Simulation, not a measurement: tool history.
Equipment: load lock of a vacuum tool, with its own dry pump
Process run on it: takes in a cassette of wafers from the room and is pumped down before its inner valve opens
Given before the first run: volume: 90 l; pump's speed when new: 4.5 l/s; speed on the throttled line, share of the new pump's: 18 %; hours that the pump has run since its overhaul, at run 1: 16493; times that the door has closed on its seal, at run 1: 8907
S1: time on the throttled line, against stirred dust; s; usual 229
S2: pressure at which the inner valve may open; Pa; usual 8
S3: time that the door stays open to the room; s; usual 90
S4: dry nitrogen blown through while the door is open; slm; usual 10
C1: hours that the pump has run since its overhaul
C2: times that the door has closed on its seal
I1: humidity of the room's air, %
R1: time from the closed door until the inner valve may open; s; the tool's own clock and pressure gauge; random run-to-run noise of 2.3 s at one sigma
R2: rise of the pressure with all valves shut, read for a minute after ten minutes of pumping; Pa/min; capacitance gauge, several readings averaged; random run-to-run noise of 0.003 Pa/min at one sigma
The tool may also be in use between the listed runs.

run	day	S1	S2	S3	S4	C1	C2	I1	R1	R2
1	0	229	8	90	10	16493	8907	45.8	402.8	0.038
2	6.329	229	8	31	10	16645	9073	42.9	403	0.034
3	12.85	229	8	90	10	16801	9245	44.3	403.8	0.037
4	19.925	229	8	90	10	16971	9431	42.9	401.2	0.045
5	27.996	229	7	90	10	17165	9643	44.6	407.5	0.047
6	31.838	229	7	90	10	17257	9744	45.7	408.7	0.046
7	36.429	229	7	223	10	17367	9865	45.9	408	0.055
8	41.312	229	14	90	10	17484	9993	44.7	387.6	0.042
9	45.983	229	8	90	10	17597	10116	41.3	402.5	0.041
10	49.846	229	8	90	10	17689	10218	48.6	400.3	0.046
11	55.171	229	8	90	10	17817	10358	46.4	406.8	0.04
12	59.579	229	8	90	10	17923	10474	43.4	404.6	0.048
13	63.833	229	8	90	10	18025	10586	45.5	410.5	0.045
14	68.8	229	8	90	10	18144	10716	45	403.5	0.044
15	78.108	229	8	90	10	18368	10961	41.7	407.4	0.049
16	82.721	271	8	87	10	18478	11082	45.7	440.4	0.043
17	88.279	271	6	87	10	18612	11229	41.9	450.8	0.05
18	92.517	229	8	46	7	18713	11340	45.3	406.9	0.043
19	98.271	384	12	82	19	18851	11491	44.4	517	0.044
20	106.354	384	12	82	19	19045	11704	43.5	517.9	0.039
21	115.433	384	12	82	19	19263	11943	43.3	518.9	0.047
22	121.792	384	12	82	19	19416	12110	46.1	523	0.05
23	126.558	384	12	149	8	19530	12235	46.4	517	0.06
24	133.346	384	12	149	8	19693	12414	45.3	514.9	0.059
25	140.792	352	12	205	10	19872	12610	47.8	495	0.056
26	146.871	124	8	161	30	20018	12770	44.3	327.4	0.048
27	153.392	124	8	161	30	20174	12941	44.7	325.6	0.048
28	160.592	124	8	161	30	20347	13130	45.9	326.2	0.053

Difference, measured minus no-hidden-state, one row per run. Run-to-run variation is common to both terms; the gauge's own scatter need not be:
Unlogged tool condition in this case: pump's speed, % of a new pump's; leak at the door's seal, Pa l/s; drift of the gauge itself on ready_s, %; drift of the gauge itself on rise_pa_min, %.
run	R1	R2
1	+24.4	+0.018
2	+24.6	+0.018
3	+24.8	+0.018
4	+25	+0.019
5	+26	+0.02
6	+26.2	+0.02
7	+26.3	+0.02
8	+23.3	+0.021
9	+26	+0.021
10	+26.1	+0.021
11	+26.6	+0.021
12	+26.7	+0.021
13	+27.1	+0.022
14	+26.9	+0.022
15	+27.5	+0.023
16	+26.2	+0.023
17	+27.9	+0.023
18	+28	+0.024
19	+20.9	+0.024
20	+21.1	+0.024
21	+21.4	+0.025
22	+21.8	+0.027
23	+21.6	+0.026
24	+21.8	+0.027
25	+23.7	+0.028
26	+33.6	+0.028
27	+33.8	+0.028
28	+34.5	+0.029

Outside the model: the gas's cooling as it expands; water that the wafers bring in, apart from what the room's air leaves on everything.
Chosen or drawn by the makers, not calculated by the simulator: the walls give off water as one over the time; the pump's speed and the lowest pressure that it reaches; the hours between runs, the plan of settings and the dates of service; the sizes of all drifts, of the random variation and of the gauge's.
